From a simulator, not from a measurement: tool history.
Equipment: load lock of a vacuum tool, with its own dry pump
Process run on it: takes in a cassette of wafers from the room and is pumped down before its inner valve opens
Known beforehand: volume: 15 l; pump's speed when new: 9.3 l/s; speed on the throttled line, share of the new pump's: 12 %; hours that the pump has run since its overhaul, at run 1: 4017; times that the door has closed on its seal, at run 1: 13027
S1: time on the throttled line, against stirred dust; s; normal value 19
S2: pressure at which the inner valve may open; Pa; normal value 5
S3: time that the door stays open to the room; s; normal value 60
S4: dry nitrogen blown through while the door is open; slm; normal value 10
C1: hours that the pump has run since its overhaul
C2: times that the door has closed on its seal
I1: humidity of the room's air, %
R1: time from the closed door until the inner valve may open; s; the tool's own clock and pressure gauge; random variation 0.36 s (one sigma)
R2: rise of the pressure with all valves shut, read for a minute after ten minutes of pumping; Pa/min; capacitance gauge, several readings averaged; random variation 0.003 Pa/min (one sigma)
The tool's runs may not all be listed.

{"run": 1, "hour": 0.0, "S1": 19, "S2": 5, "S3": 60, "S4": 10, "C1": 4017, "C2": 13027, "I1": 46.1, "R1": 33.5, "R2": 0.084}
{"run": 2, "hour": 134.1, "S1": 19, "S2": 5, "S3": 60, "S4": 10, "C1": 4151, "C2": 13462, "I1": 48.3, "R1": 33.7, "R2": 0.09}
{"run": 3, "hour": 220.4, "S1": 19, "S2": 5, "S3": 58, "S4": 10, "C1": 4237, "C2": 13742, "I1": 47.1, "R1": 33.1, "R2": 0.092}
{"run": 4, "hour": 305.2, "S1": 19, "S2": 5, "S3": 58, "S4": 10, "C1": 4322, "C2": 14017, "I1": 43.7, "R1": 33.8, "R2": 0.092}
{"run": 5, "hour": 454.5, "S1": 19, "S2": 5, "S3": 58, "S4": 10, "C1": 4471, "C2": 14502, "I1": 47.1, "R1": 33.5, "R2": 0.096}
{"run": 6, "hour": 614.3, "S1": 19, "S2": 5, "S3": 60, "S4": 10, "C1": 4631, "C2": 15020, "I1": 47.2, "R1": 33.7, "R2": 0.095}
{"run": 7, "hour": 699.6, "S1": 19, "S2": 5, "S3": 60, "S4": 10, "C1": 4716, "C2": 15296, "I1": 44.6, "R1": 34.1, "R2": 0.095}
{"run": 8, "hour": 828.6, "S1": 19, "S2": 5, "S3": 60, "S4": 10, "C1": 4845, "C2": 15715, "I1": 46.3, "R1": 33.7, "R2": 0.098}
{"run": 9, "hour": 899.6, "S1": 19, "S2": 5, "S3": 60, "S4": 10, "C1": 4916, "C2": 15945, "I1": 42.4, "R1": 34.1, "R2": 0.097}
{"run": 10, "hour": 993.3, "S1": 19, "S2": 5, "S3": 60, "S4": 12, "C1": 5010, "C2": 16249, "I1": 47, "R1": 34.2, "R2": 0.099}
{"run": 11, "hour": 1131.2, "S1": 19, "S2": 5, "S3": 60, "S4": 12, "C1": 5148, "C2": 16696, "I1": 44.3, "R1": 34, "R2": 0.095}
{"run": 12, "hour": 1282.1, "S1": 19, "S2": 5, "S3": 60, "S4": 12, "C1": 5299, "C2": 17186, "I1": 47.2, "R1": 33.8, "R2": 0.104}
{"run": 13, "hour": 1424.5, "S1": 19, "S2": 5, "S3": 60, "S4": 12, "C1": 5441, "C2": 17647, "I1": 42, "R1": 34.1, "R2": 0.106}
{"run": 14, "hour": 1570.7, "S1": 19, "S2": 5, "S3": 60, "S4": 12, "C1": 5587, "C2": 18122, "I1": 45.4, "R1": 33.7, "R2": 0.107}
{"run": 15, "hour": 1703.8, "S1": 19, "S2": 5, "S3": 60, "S4": 12, "C1": 5720, "C2": 18553, "I1": 45.1, "R1": 33.4, "R2": 0.112}
{"run": 16, "hour": 1852.4, "S1": 19, "S2": 5, "S3": 60, "S4": 10, "C1": 5869, "C2": 19035, "I1": 43.9, "R1": 34.3, "R2": 0.118}
{"run": 17, "hour": 1963.8, "S1": 19, "S2": 5, "S3": 60, "S4": 10, "C1": 5980, "C2": 19397, "I1": 44.5, "R1": 34.3, "R2": 0.117}
{"run": 18, "hour": 2090.0, "S1": 19, "S2": 5, "S3": 60, "S4": 10, "C1": 6107, "C2": 19806, "I1": 43.5, "R1": 33.9, "R2": 0.119}
{"run": 19, "hour": 2243.5, "S1": 31, "S2": 5, "S3": 60, "S4": 10, "C1": 6260, "C2": 20304, "I1": 44.5, "R1": 44.4, "R2": 0.121}
{"run": 20, "hour": 2315.2, "S1": 19, "S2": 6, "S3": 175, "S4": 11, "C1": 6332, "C2": 20536, "I1": 43.3, "R1": 33.6, "R2": 0.151}
{"run": 21, "hour": 2420.6, "S1": 19, "S2": 5, "S3": 77, "S4": 10, "C1": 6437, "C2": 20878, "I1": 42.7, "R1": 33.9, "R2": 0.127}
{"run": 22, "hour": 2538.3, "S1": 19, "S2": 6, "S3": 77, "S4": 10, "C1": 6555, "C2": 21260, "I1": 45.5, "R1": 33.1, "R2": 0.138}
{"run": 23, "hour": 2676.7, "S1": 22, "S2": 5, "S3": 60, "S4": 10, "C1": 6693, "C2": 21709, "I1": 42.4, "R1": 36.9, "R2": 0.138}
{"run": 24, "hour": 2758.3, "S1": 19, "S2": 5, "S3": 95, "S4": 10, "C1": 6775, "C2": 21973, "I1": 40.6, "R1": 33.8, "R2": 0.146}
{"run": 25, "hour": 2853.8, "S1": 16, "S2": 7, "S3": 40, "S4": 37, "C1": 6870, "C2": 22283, "I1": 48.2, "R1": 30.6, "R2": 0.119}
{"run": 26, "hour": 2964.5, "S1": 16, "S2": 7, "S3": 40, "S4": 37, "C1": 6981, "C2": 22642, "I1": 43.1, "R1": 31.1, "R2": 0.123}
{"run": 27, "hour": 3037.8, "S1": 18, "S2": 6, "S3": 40, "S4": 37, "C1": 7055, "C2": 22880, "I1": 43.4, "R1": 33, "R2": 0.118}
{"run": 28, "hour": 3112.9, "S1": 30, "S2": 5, "S3": 88, "S4": 10, "C1": 7130, "C2": 23123, "I1": 50.6, "R1": 44.3, "R2": 0.155}
{"run": 29, "hour": 3275.0, "S1": 19, "S2": 5, "S3": 68, "S4": 10, "C1": 7292, "C2": 23649, "I1": 44.6, "R1": 35.2, "R2": 0.15}
{"run": 30, "hour": 3368.5, "S1": 19, "S2": 6, "S3": 50, "S4": 10, "C1": 7385, "C2": 23953, "I1": 45.6, "R1": 32.7, "R2": 0.145}
{"run": 31, "hour": 3457.1, "S1": 19, "S2": 5, "S3": 210, "S4": 10, "C1": 7474, "C2": 24240, "I1": 44.4, "R1": 34.5, "R2": 0.188}
{"run": 32, "hour": 3598.4, "S1": 15, "S2": 5, "S3": 60, "S4": 4, "C1": 7615, "C2": 24698, "I1": 47.4, "R1": 31.3, "R2": 0.171}
{"run": 33, "hour": 3710.6, "S1": 16, "S2": 6, "S3": 90, "S4": 34, "C1": 7727, "C2": 25062, "I1": 47.5, "R1": 31.2, "R2": 0.154}
{"run": 34, "hour": 3828.9, "S1": 12, "S2": 5, "S3": 93, "S4": 7, "C1": 7846, "C2": 25446, "I1": 45.6, "R1": 28.2, "R2": 0.169}
{"run": 35, "hour": 3918.7, "S1": 11, "S2": 7, "S3": 81, "S4": 32, "C1": 7935, "C2": 25737, "I1": 47.4, "R1": 26.1, "R2": 0.151}
{"run": 36, "hour": 4044.5, "S1": 27, "S2": 7, "S3": 81, "S4": 35, "C1": 8061, "C2": 26145, "I1": 45.7, "R1": 40.8, "R2": 0.155}
{"run": 37, "hour": 4180.6, "S1": 11, "S2": 9, "S3": 108, "S4": 10, "C1": 8197, "C2": 26587, "I1": 46.5, "R1": 26.3, "R2": 0.18}
{"run": 38, "hour": 4291.4, "S1": 23, "S2": 5, "S3": 159, "S4": 5, "C1": 8308, "C2": 26946, "I1": 46.4, "R1": 37.4, "R2": 0.208}

Run by run, hidden condition taken away, random variation retained:
Hidden conditions of the tool in this case: pump's speed, % of a new pump's; leak at the door's seal, Pa l/s; drift of the gauge itself on ready_s, %; drift of the gauge itself on rise_pa_min, %.
run=1 R1=32.9 R2=0.042
run=2 R1=33.1 R2=0.044
run=3 R1=32.5 R2=0.046
run=4 R1=33.2 R2=0.044
run=5 R1=32.9 R2=0.046
run=6 R1=33.1 R2=0.042
run=7 R1=33.5 R2=0.041
run=8 R1=33 R2=0.041
run=9 R1=33.3 R2=0.039
run=10 R1=33.5 R2=0.04
run=11 R1=33.3 R2=0.034
run=12 R1=33 R2=0.04
run=13 R1=33.3 R2=0.038
run=14 R1=32.8 R2=0.037
run=15 R1=32.5 R2=0.04
run=16 R1=33.4 R2=0.042
run=17 R1=33.4 R2=0.041
run=18 R1=33 R2=0.04
run=19 R1=43.5 R2=0.039
run=20 R1=32.7 R2=0.068
run=21 R1=32.9 R2=0.042
run=22 R1=32.1 R2=0.049
run=23 R1=36 R2=0.047
run=24 R1=32.7 R2=0.052
run=25 R1=29.6 R2=0.024
run=26 R1=30.1 R2=0.024
run=27 R1=31.9 R2=0.019
run=28 R1=43.3 R2=0.053
run=29 R1=34.1 R2=0.047
run=30 R1=31.6 R2=0.04
run=31 R1=33.3 R2=0.079
run=32 R1=30 R2=0.058
run=33 R1=30 R2=0.04
run=34 R1=26.9 R2=0.054
run=35 R1=24.9 R2=0.035
run=36 R1=39.6 R2=0.034
run=37 R1=25 R2=0.055
run=38 R1=36.2 R2=0.08
